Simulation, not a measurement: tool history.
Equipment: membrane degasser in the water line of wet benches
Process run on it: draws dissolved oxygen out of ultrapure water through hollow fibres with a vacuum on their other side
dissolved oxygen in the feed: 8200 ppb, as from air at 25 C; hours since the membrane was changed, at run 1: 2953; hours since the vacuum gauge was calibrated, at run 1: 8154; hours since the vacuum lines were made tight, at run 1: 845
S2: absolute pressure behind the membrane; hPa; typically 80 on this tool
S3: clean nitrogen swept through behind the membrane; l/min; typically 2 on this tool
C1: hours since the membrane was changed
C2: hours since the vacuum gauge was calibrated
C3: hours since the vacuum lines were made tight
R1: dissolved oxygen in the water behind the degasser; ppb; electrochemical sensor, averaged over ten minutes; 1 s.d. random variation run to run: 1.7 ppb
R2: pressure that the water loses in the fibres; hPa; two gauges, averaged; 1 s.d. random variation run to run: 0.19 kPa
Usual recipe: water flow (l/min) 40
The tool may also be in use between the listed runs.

Run 1, hour 0: usual settings; C1 2953; C2 8154; C3 845. Result: R1 222.1 ppb, R2 389.2 hPa.
Run 2, hour 79.8: usual settings; C1 3032; C2 8234; C3 925. Result: R1 219.1 ppb, R2 391.6 hPa.
Run 3, hour 124.4: usual settings but water flow (l/min) 28; C1 3077; C2 8278; C3 969. Result: R1 155.1 ppb, R2 272.8 hPa.
Run 4, hour 172.8: usual settings but water flow (l/min) 28; C1 3125; C2 8327; C3 1018. Result: R1 155.1 ppb, R2 271.4 hPa.
Run 5, hour 232.6: usual settings but S3 2.63 l/min; C1 3185; C2 8386; C3 1077. Result: R1 171.9 ppb, R2 389.9 hPa.
At hour 286.7: vacuum gauge calibrated.
Run 6, hour 303.8: usual settings but S3 2.63 l/min; C1 3256; C2 17; C3 1148. Result: R1 172.6 ppb, R2 388.8 hPa.
Run 7, hour 368.7: usual settings; C1 3321; C2 82; C3 1213. Result: R1 217.5 ppb, R2 386.3 hPa.
Run 8, hour 419.4: usual settings; C1 3372; C2 133; C3 1264. Result: R1 219.8 ppb, R2 384.8 hPa.
Run 9, hour 455.2: usual settings; C1 3407; C2 169; C3 1300. Result: R1 220.3 ppb, R2 389 hPa.
Run 10, hour 534.5: usual settings; C1 3487; C2 248; C3 1379. Result: R1 216 ppb, R2 389.3 hPa.
Run 11, hour 615.4: usual settings but water flow (l/min) 39; C1 3567; C2 329; C3 1460. Result: R1 213 ppb, R2 379.2 hPa.
Run 12, hour 663.2: usual settings but water flow (l/min) 39; C1 3615; C2 377; C3 1507. Result: R1 213.5 ppb, R2 382.3 hPa.
Run 13, hour 734.3: usual settings but water flow (l/min) 39; C1 3686; C2 448; C3 1579. Result: R1 211.7 ppb, R2 377.8 hPa.
Run 14, hour 807.2: usual settings but S3 0.94 l/min; C1 3759; C2 520; C3 1651. Result: R1 394 ppb, R2 388 hPa.
Run 15, hour 883.3: usual settings but water flow (l/min) 59; C1 3835; C2 597; C3 1728. Result: R1 324.4 ppb, R2 573.4 hPa.
Run 16, hour 933.7: usual settings but S3 2.14 l/min; C1 3886; C2 647; C3 1778. Result: R1 207.4 ppb, R2 390.5 hPa.
Run 17, hour 976.1: usual settings but S3 1.68 l/min; C1 3928; C2 689; C3 1820. Result: R1 251.7 ppb, R2 390.3 hPa.
Run 18, hour 1027.6: usual settings but S3 1.68 l/min; C1 3980; C2 741; C3 1872. Result: R1 251.6 ppb, R2 391.8 hPa.
Run 19, hour 1111: usual settings but S2 67.3 hPa, S3 2.73 l/min; C1 4063; C2 824; C3 1955. Result: R1 125.4 ppb, R2 389.7 hPa.
Run 20, hour 1191.6: usual settings but S2 67.3 hPa, S3 2.73 l/min; C1 4144; C2 905; C3 2036. Result: R1 127 ppb, R2 390.6 hPa.
Run 21, hour 1239.1: usual settings but S2 67.3 hPa, S3 2.73 l/min; C1 4191; C2 952; C3 2083. Result: R1 125.3 ppb, R2 388.7 hPa.
Run 22, hour 1320.3: usual settings but water flow (l/min) 47; C1 4272; C2 1034; C3 2165. Result: R1 255.1 ppb, R2 458.6 hPa.
Run 23, hour 1407.4: usual settings but water flow (l/min) 47; C1 4360; C2 1121; C3 2252. Result: R1 255.9 ppb, R2 459.2 hPa.
Run 24, hour 1444.1: usual settings but water flow (l/min) 43, S3 1.46 l/min; C1 4396; C2 1157; C3 2288. Result: R1 305.2 ppb, R2 418.2 hPa.
Run 25, hour 1515.7: usual settings but water flow (l/min) 43, S3 1.46 l/min; C1 4468; C2 1229; C3 2360. Result: R1 298.3 ppb, R2 417.7 hPa.
Run 26, hour 1587.9: usual settings but water flow (l/min) 53, S2 198.4 hPa, S3 4.01 l/min; C1 4540; C2 1301; C3 2432. Result: R1 506.3 ppb, R2 515.7 hPa.
Run 27, hour 1632.1: usual settings but water flow (l/min) 53, S2 198.4 hPa, S3 4.01 l/min; C1 4584; C2 1345; C3 2476. Result: R1 506.3 ppb, R2 519.2 hPa.
Run 28, hour 1673.9: usual settings but water flow (l/min) 56, S2 166 hPa, S3 4.01 l/min; C1 4626; C2 1387; C3 2518. Result: R1 438 ppb, R2 543.7 hPa.
Run 29, hour 1711.4: usual settings but S2 109.9 hPa, S3 0.82 l/min; C1 4663; C2 1425; C3 2556. Result: R1 686.9 ppb, R2 393.4 hPa.

Predict each of these 3 candidate next runs independently; none follows another, all start after run 29:
Run A, hour 1786.7: usual settings but water flow (l/min) 29, S2 126.2 hPa, S3 1.68 l/min; C1 4739; C2 1500; C3 2631. Result: R1 ?, R2 ?.
Run B, hour 1786.7: usual settings but S2 57.1 hPa; C1 4739; C2 1500; C3 2631. Result: R1 ?, R2 ?.
Run C, hour 1786.7: usual settings but water flow (l/min) 49, S3 1.69 l/min; C1 4739; C2 1500; C3 2631. Result: R1 ?, R2 ?.

run     R1     R2
  A  354.5    281
  B  119.6  389.9
  C  304.6    479
Stripped of hidden state, with their random variation kept, the same runs would have yielded:
run     R1     R2
  A  354.5    281
  B  119.5  389.8
  C  304.5  478.8
